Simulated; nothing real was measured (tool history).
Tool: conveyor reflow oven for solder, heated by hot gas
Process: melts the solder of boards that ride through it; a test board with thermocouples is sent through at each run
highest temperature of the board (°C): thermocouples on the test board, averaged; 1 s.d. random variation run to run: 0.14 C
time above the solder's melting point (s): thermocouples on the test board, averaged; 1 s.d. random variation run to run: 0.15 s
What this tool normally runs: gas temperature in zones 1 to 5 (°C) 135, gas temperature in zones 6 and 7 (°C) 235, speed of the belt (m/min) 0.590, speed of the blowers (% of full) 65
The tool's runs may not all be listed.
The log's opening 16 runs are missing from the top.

run	hour	gas temperature in zones 1 to 5 (°C)	gas temperature in zones 6 and 7 (°C)	speed of the belt (m/min)	speed of the blowers (% of full)	highest temperature of the board (°C)	time above the solder's melting point (s)
17	116.3	138	235	0.672	72	214.9	44.6
18	125.5	138	235	0.672	72	214.6	44.5
19	132.3	138	235	0.672	72	215.0	44.7
20	141.5	138	235	0.672	72	214.7	44.6
21	149.7	131	243	0.477	67	231.5	74.7
22	156.7	144	235	0.700	72	214.6	44.7
23	161.4	129	239	0.530	55	221.8	60.2
24	170.7	129	239	0.694	54	210.8	37.2
25	179.5	135	235	0.700	65	211.3	39.2
26	187.4	135	236	0.590	65	218.4	53.2
27	193.8	135	230	0.539	87	218.6	59.7
28	198.1	135	230	0.684	87	211.3	41.0
29	203.2	135	229	0.590	65	212.2	48.5
30	211.5	134	231	0.596	70	214.4	49.5

Consider 4 possible next runs. They are alternatives, not a sequence: every one starts from the tool as it was left by run 30. What does each give?
A	221.3	136	231	0.596	52	?	?
B	221.3	125	235	0.563	65	?	?
C	221.3	135	237	0.590	62	?	?
D	221.3	135	249	0.590	55	?	?

run	highest temperature of the board (°C)	time above the solder's melting point (s)
A	211.5	46.9
B	217.3	52.0
C	218.5	53.5
D	228.0	59.2
Had the tool no hidden state, the same runs would have come out as:
run	highest temperature of the board (°C)	time above the solder's melting point (s)
A	211.5	46.9
B	217.3	52.0
C	218.5	53.4
D	228.0	59.2

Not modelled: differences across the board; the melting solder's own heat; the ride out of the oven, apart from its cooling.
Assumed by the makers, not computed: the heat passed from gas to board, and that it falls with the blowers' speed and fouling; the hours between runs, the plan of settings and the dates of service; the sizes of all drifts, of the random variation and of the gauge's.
